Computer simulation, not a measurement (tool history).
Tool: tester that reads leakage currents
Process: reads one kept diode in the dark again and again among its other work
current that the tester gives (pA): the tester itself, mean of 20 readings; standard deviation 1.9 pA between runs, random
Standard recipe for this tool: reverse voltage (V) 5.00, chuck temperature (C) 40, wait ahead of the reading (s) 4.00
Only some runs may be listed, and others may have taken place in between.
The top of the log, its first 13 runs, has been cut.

run,day,reverse voltage (V),chuck temperature (C),wait ahead of the reading (s),hours of work since the probe card was cleaned,hours of work since the tester was calibrated,hours of work since the chuck was calibrated,current that the tester gives (pA)
14,25.262,5.00,40,1.78,2631,775,1241,654.38
15,27.712,5.00,27,4.00,2674,817,1283,216.70
16,29.954,5.00,40,0.94,2712,856,1322,654.15
17,32.417,5.00,40,0.94,2755,899,1365,656.67
18,34.617,5.00,40,0.94,2793,937,1403,660.12
19,36.375,5.00,40,0.94,2823,967,1433,659.12
20,37.596,17.89,35,0.94,2845,988,1454,682.00
21,39.817,5.00,29,2.32,2883,1027,1493,260.95
22,41.796,1.47,55,2.32,2917,1061,1527,1459.18
23,44.538,5.00,34,4.00,2965,1108,1575,399.67
24,45.896,5.00,40,0.37,2988,1132,1598,664.91
25,47.383,3.86,21,1.97,3014,1158,1624,119.29
26,49.550,1.71,57,1.30,3051,1195,1661,1811.21
# day 50.467: probe card cleaned and baked
27,52.483,2.43,30,4.00,35,1244,1710,215.78
28,55.088,2.43,30,1.01,80,1289,1755,217.03
29,56.442,4.24,30,1.01,103,1312,1778,259.13
30,58.792,4.24,30,1.01,144,1353,1819,260.84
31,59.967,4.24,30,1.01,164,1373,1839,259.60
32,62.692,11.61,40,0.59,212,1421,1887,851.56
33,64.154,1.93,32,0.67,237,1446,1912,241.16
34,66.571,1.93,22,1.82,279,1488,1954,97.17
35,68.712,1.93,22,1.82,316,1525,1991,97.47

Alternative continuations, all from the tool just after run 35; predict every row:
A,70.271,4.05,24,1.24,343,1552,2018,?
B,70.271,3.74,59,2.92,343,1552,2018,?
C,70.271,5.00,37,4.00,343,1552,2018,?
D,70.271,1.07,22,1.82,343,1552,2018,?

run,current that the tester gives (pA)
A,149.59
B,2688.20
C,504.72
D,80.68
With the hidden condition removed and each run's random variation left untouched, the same runs would have given:
run,current that the tester gives (pA)
A,141.25
B,2586.99
C,481.23
D,76.43
